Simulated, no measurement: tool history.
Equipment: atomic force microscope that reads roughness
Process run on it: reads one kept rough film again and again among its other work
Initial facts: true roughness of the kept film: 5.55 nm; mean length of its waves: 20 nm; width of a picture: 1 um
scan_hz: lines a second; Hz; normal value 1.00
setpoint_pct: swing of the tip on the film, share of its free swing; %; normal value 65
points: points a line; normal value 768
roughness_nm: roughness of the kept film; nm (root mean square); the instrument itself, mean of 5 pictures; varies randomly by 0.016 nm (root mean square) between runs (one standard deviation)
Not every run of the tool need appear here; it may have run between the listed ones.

run	day	scan_hz	setpoint_pct	points	roughness_nm
1	0.000	1.00	65	768	3.843
2	0.362	1.00	65	768	3.843
3	0.558	0.51	65	768	3.897
4	0.812	0.51	65	768	3.909
5	1.246	0.51	65	768	3.934
6	1.583	0.51	65	768	3.929
7	1.804	1.00	65	846	3.814
8	2.021	0.61	74	302	3.750
9	2.275	0.61	74	302	3.746
10	2.658	2.38	86	302	3.000
11	2.867	2.31	73	768	3.469
12	3.071	1.89	81	650	3.341

Below are 3 alternative next runs, each starting from the tool's condition after run 12. Predict each:
# day 3.308: new tip fitted
A	3.508	1.53	65	768	?
# day 3.308: new tip fitted
B	3.508	0.69	81	650	?
# day 3.308: new tip fitted
C	3.508	0.73	71	650	?

run	roughness_nm
A	3.768
B	3.725
C	3.834
The same runs, with their run-to-run variation unchanged, on a tool lacking any hidden condition would have given:
run	roughness_nm
A	3.769
B	3.726
C	3.835
